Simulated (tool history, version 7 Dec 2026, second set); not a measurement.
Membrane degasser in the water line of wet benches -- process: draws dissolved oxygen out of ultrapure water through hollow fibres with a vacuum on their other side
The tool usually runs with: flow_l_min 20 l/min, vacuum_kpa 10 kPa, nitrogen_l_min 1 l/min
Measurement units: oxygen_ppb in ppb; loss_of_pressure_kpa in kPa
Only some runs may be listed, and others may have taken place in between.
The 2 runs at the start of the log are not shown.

run	hour	flow_l_min	vacuum_kpa	nitrogen_l_min	oxygen_ppb	loss_of_pressure_kpa
3	80.7	20	10	1	318.8	62.08
4	123.8	20	10	1	318.9	61.92
5	177.6	20	7	1	193.4	61.91
6	204.8	20	10	1	319.3	62.47
7	257.7	20	10	1	323.2	62.17
8	296	20	10	1	319.5	61.99
9	350.9	20	10	1	319.2	61.98
10	379.5	20	10	2.01	177.4	62.17
11	439.4	20	10	2.01	180.3	62.23
12	473.3	20	10	1	323.3	61.75
13	517.5	20	10	1	327.2	62.28
14	553.9	20	10	1	323.7	62.02
15	582	20	10	1	321.7	62.13
16	629.7	20	10	1	317.7	62.05
17	672.4	21	10	2.44	162.6	65.59
18	726	28	10	0.6	667.9	87.29
19	768	28	10	0.6	654.7	87.25
20	829.6	28	10	1.34	380.3	87.66
21	868.7	28	10	1.34	384.6	87.88
22	922.4	25	22.9	0.93	1065.4	77.27
23	970.4	25	22.9	0.93	1060.1	77.89

Run 24 is up next; what results do you expect?
24	1010.6	15	8.4	2.41	?	?

{"run 24": {"oxygen_ppb": 84.6, "loss_of_pressure_kpa": 46.86}}
With no hidden state in the tool, this same run would have given oxygen_ppb 79.4 ppb, loss_of_pressure_kpa 46.17 kPa.
